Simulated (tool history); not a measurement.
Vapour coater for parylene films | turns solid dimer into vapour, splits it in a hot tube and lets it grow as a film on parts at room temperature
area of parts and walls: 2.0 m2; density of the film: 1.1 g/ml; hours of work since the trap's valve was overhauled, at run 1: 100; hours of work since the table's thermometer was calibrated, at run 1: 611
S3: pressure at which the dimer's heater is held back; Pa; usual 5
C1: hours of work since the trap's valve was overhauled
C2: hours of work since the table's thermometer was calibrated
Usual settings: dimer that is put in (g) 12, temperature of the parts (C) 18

run 1 hour=0 | dimer_that_is_put_in_(g)=12 temperature_of_the_parts_(C)=18 S3=5 | C1=100 C2=611 | thickness_of_the_film_(nm)=2450
run 2 hour=22.3 | dimer_that_is_put_in_(g)=12 temperature_of_the_parts_(C)=18 S3=5 | C1=110 C2=620 | thickness_of_the_film_(nm)=2440
run 3 hour=55.7 | dimer_that_is_put_in_(g)=12 temperature_of_the_parts_(C)=18 S3=5 | C1=124 C2=634 | thickness_of_the_film_(nm)=2390
run 4 hour=98.9 | dimer_that_is_put_in_(g)=12 temperature_of_the_parts_(C)=18 S3=5 | C1=142 C2=652 | thickness_of_the_film_(nm)=2370
run 5 hour=137.6 | dimer_that_is_put_in_(g)=12 temperature_of_the_parts_(C)=18 S3=5 | C1=158 C2=668 | thickness_of_the_film_(nm)=2370
run 6 hour=164.9 | dimer_that_is_put_in_(g)=12 temperature_of_the_parts_(C)=18 S3=5 | C1=169 C2=679 | thickness_of_the_film_(nm)=2390
run 7 hour=198.2 | dimer_that_is_put_in_(g)=12 temperature_of_the_parts_(C)=18 S3=5 | C1=183 C2=693 | thickness_of_the_film_(nm)=2310
run 8 hour=244.6 | dimer_that_is_put_in_(g)=12 temperature_of_the_parts_(C)=18 S3=5 | C1=202 C2=712 | thickness_of_the_film_(nm)=2270
-- hour=252.2 trap's valve overhauled
run 9 hour=271.8 | dimer_that_is_put_in_(g)=12 temperature_of_the_parts_(C)=18 S3=5 | C1=8 C2=722 | thickness_of_the_film_(nm)=2160
run 10 hour=314.3 | dimer_that_is_put_in_(g)=12 temperature_of_the_parts_(C)=18 S3=5 | C1=26 C2=739 | thickness_of_the_film_(nm)=2200
run 11 hour=337.1 | dimer_that_is_put_in_(g)=12 temperature_of_the_parts_(C)=18 S3=5 | C1=35 C2=749 | thickness_of_the_film_(nm)=2170
run 12 hour=363.4 | dimer_that_is_put_in_(g)=12 temperature_of_the_parts_(C)=18 S3=5 | C1=46 C2=760 | thickness_of_the_film_(nm)=2150
run 13 hour=384 | dimer_that_is_put_in_(g)=12 temperature_of_the_parts_(C)=18 S3=5 | C1=55 C2=768 | thickness_of_the_film_(nm)=2150
run 14 hour=427.9 | dimer_that_is_put_in_(g)=12 temperature_of_the_parts_(C)=18 S3=5 | C1=73 C2=787 | thickness_of_the_film_(nm)=2090
run 15 hour=453.3 | dimer_that_is_put_in_(g)=18 temperature_of_the_parts_(C)=18 S3=5 | C1=83 C2=797 | thickness_of_the_film_(nm)=3160
-- hour=461.8 trap's valve overhauled, once more
run 16 hour=496.2 | dimer_that_is_put_in_(g)=18 temperature_of_the_parts_(C)=18 S3=5 | C1=14 C2=813 | thickness_of_the_film_(nm)=3840
run 17 hour=519.7 | dimer_that_is_put_in_(g)=18 temperature_of_the_parts_(C)=18 S3=5 | C1=24 C2=823 | thickness_of_the_film_(nm)=3820
run 18 hour=558.7 | dimer_that_is_put_in_(g)=18 temperature_of_the_parts_(C)=18 S3=5 | C1=40 C2=839 | thickness_of_the_film_(nm)=3780
run 19 hour=600.7 | dimer_that_is_put_in_(g)=13 temperature_of_the_parts_(C)=18 S3=5 | C1=58 C2=857 | thickness_of_the_film_(nm)=2710
run 20 hour=641.3 | dimer_that_is_put_in_(g)=13 temperature_of_the_parts_(C)=18 S3=5 | C1=74 C2=873 | thickness_of_the_film_(nm)=2700
run 21 hour=686 | dimer_that_is_put_in_(g)=13 temperature_of_the_parts_(C)=18 S3=5 | C1=93 C2=892 | thickness_of_the_film_(nm)=2660
run 22 hour=710.5 | dimer_that_is_put_in_(g)=13 temperature_of_the_parts_(C)=18 S3=5 | C1=103 C2=902 | thickness_of_the_film_(nm)=2650
run 23 hour=738.3 | dimer_that_is_put_in_(g)=13 temperature_of_the_parts_(C)=18 S3=5 | C1=115 C2=914 | thickness_of_the_film_(nm)=2710
run 24 hour=768.2 | dimer_that_is_put_in_(g)=6 temperature_of_the_parts_(C)=18 S3=6.54 | C1=127 C2=926 | thickness_of_the_film_(nm)=1150
run 25 hour=818.2 | dimer_that_is_put_in_(g)=7 temperature_of_the_parts_(C)=12 S3=2.33 | C1=148 C2=947 | thickness_of_the_film_(nm)=1750
run 26 hour=849.4 | dimer_that_is_put_in_(g)=7 temperature_of_the_parts_(C)=12 S3=2.33 | C1=161 C2=960 | thickness_of_the_film_(nm)=1730
run 27 hour=874.6 | dimer_that_is_put_in_(g)=7 temperature_of_the_parts_(C)=12 S3=2.33 | C1=171 C2=970 | thickness_of_the_film_(nm)=1720
run 28 hour=901.6 | dimer_that_is_put_in_(g)=6 temperature_of_the_parts_(C)=17 S3=5 | C1=183 C2=981 | thickness_of_the_film_(nm)=1190
run 29 hour=925.4 | dimer_that_is_put_in_(g)=6 temperature_of_the_parts_(C)=17 S3=5 | C1=192 C2=991 | thickness_of_the_film_(nm)=1170
-- hour=955.1 trap's valve overhauled
run 30 hour=972.7 | dimer_that_is_put_in_(g)=10 temperature_of_the_parts_(C)=30 S3=3.19 | C1=7 C2=1009 | thickness_of_the_film_(nm)=1740
run 31 hour=1004.5 | dimer_that_is_put_in_(g)=12 temperature_of_the_parts_(C)=17 S3=5 | C1=21 C2=1023 | thickness_of_the_film_(nm)=2600
run 32 hour=1038.3 | dimer_that_is_put_in_(g)=6 temperature_of_the_parts_(C)=16 S3=6.65 | C1=35 C2=1037 | thickness_of_the_film_(nm)=1260
run 33 hour=1066.1 | dimer_that_is_put_in_(g)=12 temperature_of_the_parts_(C)=18 S3=4.76 | C1=46 C2=1048 | thickness_of_the_film_(nm)=2530
run 34 hour=1098.3 | dimer_that_is_put_in_(g)=12 temperature_of_the_parts_(C)=18 S3=4.76 | C1=59 C2=1061 | thickness_of_the_film_(nm)=2550
run 35 hour=1143.4 | dimer_that_is_put_in_(g)=6 temperature_of_the_parts_(C)=20 S3=3.83 | C1=78 C2=1080 | thickness_of_the_film_(nm)=1270
run 36 hour=1189.8 | dimer_that_is_put_in_(g)=6 temperature_of_the_parts_(C)=27 S3=9.46 | C1=97 C2=1099 | thickness_of_the_film_(nm)=930
run 37 hour=1227 | dimer_that_is_put_in_(g)=12 temperature_of_the_parts_(C)=18 S3=3.72 | C1=113 C2=1115 | thickness_of_the_film_(nm)=2570
run 38 hour=1257.7 | dimer_that_is_put_in_(g)=14 temperature_of_the_parts_(C)=18 S3=5 | C1=126 C2=1128 | thickness_of_the_film_(nm)=2850
run 39 hour=1292.4 | dimer_that_is_put_in_(g)=14 temperature_of_the_parts_(C)=18 S3=5 | C1=140 C2=1142 | thickness_of_the_film_(nm)=2830
run 40 hour=1313.7 | dimer_that_is_put_in_(g)=14 temperature_of_the_parts_(C)=18 S3=5 | C1=149 C2=1151 | thickness_of_the_film_(nm)=2780
run 41 hour=1358.7 | dimer_that_is_put_in_(g)=17 temperature_of_the_parts_(C)=23 S3=5 | C1=168 C2=1170 | thickness_of_the_film_(nm)=3010
run 42 hour=1407.1 | dimer_that_is_put_in_(g)=6 temperature_of_the_parts_(C)=23 S3=9.41 | C1=188 C2=1190 | thickness_of_the_film_(nm)=970
-- hour=1449.5 trap's valve overhauled
run 43 hour=1452.9 | dimer_that_is_put_in_(g)=11 temperature_of_the_parts_(C)=18 S3=5.48 | C1=1 C2=1207 | thickness_of_the_film_(nm)=2380
run 44 hour=1478.7 | dimer_that_is_put_in_(g)=5 temperature_of_the_parts_(C)=28 S3=8.59 | C1=12 C2=1218 | thickness_of_the_film_(nm)=800
run 45 hour=1500.4 | dimer_that_is_put_in_(g)=5 temperature_of_the_parts_(C)=28 S3=2.16 | C1=21 C2=1227 | thickness_of_the_film_(nm)=930
run 46 hour=1533.5 | dimer_that_is_put_in_(g)=15 temperature_of_the_parts_(C)=16 S3=3.18 | C1=35 C2=1240 | thickness_of_the_film_(nm)=3590

Forecast each of these 4 alternatives for the next run:
run A hour=1560.8 | dimer_that_is_put_in_(g)=14 temperature_of_the_parts_(C)=16 S3=11.37 | C1=46 C2=1252 | thickness_of_the_film_(nm)=?
run B hour=1560.8 | dimer_that_is_put_in_(g)=15 temperature_of_the_parts_(C)=16 S3=3.18 | C1=46 C2=1252 | thickness_of_the_film_(nm)=?
run C hour=1560.8 | dimer_that_is_put_in_(g)=7 temperature_of_the_parts_(C)=11 S3=2.42 | C1=46 C2=1252 | thickness_of_the_film_(nm)=?
run D hour=1560.8 | dimer_that_is_put_in_(g)=18 temperature_of_the_parts_(C)=18 S3=5 | C1=46 C2=1252 | thickness_of_the_film_(nm)=?

run=A thickness_of_the_film_(nm)=2790
run=B thickness_of_the_film_(nm)=3540
run=C thickness_of_the_film_(nm)=1870
run=D thickness_of_the_film_(nm)=3800
Without the tool's hidden state the same runs would have given:
run=A thickness_of_the_film_(nm)=2820
run=B thickness_of_the_film_(nm)=3570
run=C thickness_of_the_film_(nm)=1880
run=D thickness_of_the_film_(nm)=3830
